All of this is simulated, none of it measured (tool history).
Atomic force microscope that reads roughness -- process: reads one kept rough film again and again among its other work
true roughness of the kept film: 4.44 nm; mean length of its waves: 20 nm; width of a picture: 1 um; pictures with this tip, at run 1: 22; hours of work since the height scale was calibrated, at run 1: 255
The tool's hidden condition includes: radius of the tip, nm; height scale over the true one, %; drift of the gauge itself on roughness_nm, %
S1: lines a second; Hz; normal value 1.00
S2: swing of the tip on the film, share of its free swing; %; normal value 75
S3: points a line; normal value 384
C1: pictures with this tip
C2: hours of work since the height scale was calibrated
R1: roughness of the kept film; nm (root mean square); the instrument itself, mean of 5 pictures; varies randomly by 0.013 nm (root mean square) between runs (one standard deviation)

run 1 hour=0.0 | S1=1.00 S2=75 S3=384 | C1=22 C2=255 | R1=2.962
run 2 hour=10.5 | S1=1.00 S2=75 S3=384 | C1=38 C2=261 | R1=2.812
run 3 hour=28.2 | S1=1.00 S2=75 S3=384 | C1=65 C2=272 | R1=2.608
run 4 hour=44.9 | S1=1.00 S2=67 S3=384 | C1=91 C2=282 | R1=2.490
run 5 hour=56.6 | S1=1.00 S2=67 S3=384 | C1=109 C2=289 | R1=2.395
run 6 hour=71.6 | S1=1.00 S2=75 S3=384 | C1=132 C2=298 | R1=2.204
run 7 hour=81.5 | S1=2.81 S2=75 S3=384 | C1=147 C2=304 | R1=1.961
-- hour=88.8 new tip fitted
run 8 hour=99.0 | S1=1.00 S2=75 S3=368 | C1=16 C2=314 | R1=2.885
run 9 hour=106.1 | S1=2.38 S2=75 S3=384 | C1=27 C2=319 | R1=2.601
run 10 hour=118.6 | S1=2.38 S2=75 S3=384 | C1=46 C2=326 | R1=2.465
run 11 hour=133.6 | S1=2.38 S2=75 S3=384 | C1=69 C2=335 | R1=2.309
run 12 hour=143.4 | S1=2.38 S2=75 S3=436 | C1=84 C2=341 | R1=2.253
run 13 hour=159.5 | S1=2.38 S2=75 S3=436 | C1=108 C2=351 | R1=2.117
run 14 hour=176.9 | S1=2.38 S2=75 S3=436 | C1=135 C2=362 | R1=2.009
run 15 hour=187.1 | S1=1.00 S2=75 S3=384 | C1=151 C2=368 | R1=2.068
-- hour=191.3 new tip fitted
run 16 hour=197.2 | S1=1.00 S2=75 S3=384 | C1=9 C2=374 | R1=3.080
run 17 hour=213.1 | S1=1.00 S2=75 S3=384 | C1=33 C2=383 | R1=2.831
run 18 hour=223.4 | S1=1.00 S2=75 S3=384 | C1=49 C2=390 | R1=2.712
run 19 hour=234.1 | S1=1.00 S2=75 S3=384 | C1=66 C2=396 | R1=2.572
run 20 hour=246.8 | S1=1.00 S2=75 S3=384 | C1=85 C2=404 | R1=2.421
run 21 hour=254.2 | S1=2.35 S2=75 S3=384 | C1=96 C2=408 | R1=2.209
run 22 hour=268.5 | S1=1.00 S2=75 S3=384 | C1=118 C2=417 | R1=2.251
run 23 hour=275.9 | S1=1.00 S2=75 S3=418 | C1=129 C2=422 | R1=2.216
run 24 hour=291.4 | S1=1.12 S2=58 S3=334 | C1=153 C2=431 | R1=2.143
-- hour=294.0 new tip fitted
run 25 hour=306.9 | S1=1.23 S2=63 S3=714 | C1=20 C2=440 | R1=3.005
run 26 hour=318.6 | S1=2.53 S2=63 S3=287 | C1=38 C2=447 | R1=2.710
run 27 hour=335.7 | S1=2.53 S2=63 S3=418 | C1=64 C2=458 | R1=2.568
run 28 hour=343.0 | S1=2.53 S2=63 S3=418 | C1=75 C2=462 | R1=2.489
run 29 hour=356.9 | S1=1.73 S2=55 S3=418 | C1=96 C2=471 | R1=2.457
run 30 hour=366.2 | S1=0.81 S2=75 S3=384 | C1=111 C2=476 | R1=2.343
run 31 hour=376.9 | S1=0.81 S2=75 S3=611 | C1=127 C2=483 | R1=2.251
run 32 hour=391.4 | S1=2.02 S2=75 S3=266 | C1=149 C2=492 | R1=1.953
-- hour=396.1 new tip fitted
run 33 hour=401.1 | S1=2.02 S2=75 S3=266 | C1=7 C2=497 | R1=2.837
run 34 hour=418.5 | S1=1.00 S2=75 S3=403 | C1=34 C2=508 | R1=2.804
run 35 hour=436.3 | S1=0.75 S2=71 S3=331 | C1=61 C2=518 | R1=2.657
run 36 hour=450.1 | S1=0.86 S2=66 S3=476 | C1=82 C2=527 | R1=2.526
run 37 hour=457.4 | S1=1.44 S2=66 S3=381 | C1=93 C2=531 | R1=2.390
run 38 hour=474.1 | S1=3.35 S2=67 S3=441 | C1=119 C2=541 | R1=2.084
run 39 hour=491.1 | S1=1.99 S2=88 S3=279 | C1=145 C2=552 | R1=1.810
-- hour=499.0 new tip fitted
run 40 hour=500.2 | S1=1.99 S2=88 S3=279 | C1=2 C2=557 | R1=2.643
run 41 hour=512.6 | S1=0.61 S2=58 S3=384 | C1=21 C2=565 | R1=3.023
run 42 hour=520.9 | S1=0.61 S2=58 S3=384 | C1=34 C2=570 | R1=2.925
run 43 hour=538.5 | S1=1.00 S2=75 S3=857 | C1=60 C2=580 | R1=2.619
run 44 hour=555.4 | S1=1.00 S2=79 S3=384 | C1=86 C2=591 | R1=2.395

Below, some changes in R1 between adjacent runs. For each, the amount present without the hidden state too (settings, incoming material, random variation) and the amount remaining for the hidden state with gauge scatter not shared by both compared results:
Run 7 -> 8: S1 2.81 -> 1.00, S3 384 -> 368, new tip fitted. R1 +0.924 nm (root mean square): hidden state +0.676, all else +0.248.
Run 15 -> 16: new tip fitted. R1 +1.012 nm (root mean square): hidden state +0.990, all else +0.022.
Run 24 -> 25: S1 1.12 -> 1.23, S2 58 -> 63, S3 334 -> 714, new tip fitted. R1 +0.862 nm (root mean square): hidden state +0.861, all else +0.001.
Run 32 -> 33: new tip fitted. R1 +0.884 nm (root mean square): hidden state +0.855, all else +0.029.
